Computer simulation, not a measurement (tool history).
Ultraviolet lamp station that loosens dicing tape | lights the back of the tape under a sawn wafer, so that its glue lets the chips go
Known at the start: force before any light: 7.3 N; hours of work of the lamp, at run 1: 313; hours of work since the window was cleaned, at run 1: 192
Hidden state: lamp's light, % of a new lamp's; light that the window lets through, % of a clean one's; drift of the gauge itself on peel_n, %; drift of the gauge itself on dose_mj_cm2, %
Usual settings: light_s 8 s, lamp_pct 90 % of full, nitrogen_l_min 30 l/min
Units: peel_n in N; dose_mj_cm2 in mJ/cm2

run   hour  light_s  lamp_pct  nitrogen_l_min  hours of work of the lamp  hours of work since the window was cleaned  peel_n  dose_mj_cm2
  1      0        8        90              30                        313                                         192   0.525          305
  2   35.6        8        61              30                        333                                         212    1.14          213
  3   92.3        8        90              33                        364                                         243   0.536          300
  4    147        8        73              33                        395                                         274   0.884          235
  5  183.6        8        73              33                        415                                         294   0.883          237
  6  240.4        8        73              33                        447                                         326   0.887          230
  7    291        8        67              33                        475                                         354   1.133          210
  8  330.7        8        67              33                        497                                         376   1.171          207
  9  364.2        8        67              33                        515                                         394   1.179          203
     374.8  -- window cleaned of glue's vapour
 10    418        8        79              13                        545                                          24   1.107          275
 11  483.3        8        79              13                        581                                          60   1.094          265
 12    530        8        79              13                        607                                          86   1.131          257
 13    573       13        90              38                        631                                         110   0.193          479
 14  609.9        5        90              40                        652                                         131   1.299          184
 15  668.2        8        92              10                        684                                         163     1.1          292
 16  697.6        8        92              10                        701                                         179   1.113          289

3 ways to go on from here, each from the tool as it stands after run 16. What would each give?
  A   731       10        64              28                        719                                         198       ?            ?
  B   731        8        61              38                        719                                         198       ?            ?
  C   731        8        76              30                        719                                         198       ?            ?

run  peel_n  dose_mj_cm2
  A   0.852          249
  B   1.215          190
  C   0.908          238
Without the tool's hidden state the same runs would have given:
run  peel_n  dose_mj_cm2
  A   0.508          320
  B   0.768          243
  C    0.55          304

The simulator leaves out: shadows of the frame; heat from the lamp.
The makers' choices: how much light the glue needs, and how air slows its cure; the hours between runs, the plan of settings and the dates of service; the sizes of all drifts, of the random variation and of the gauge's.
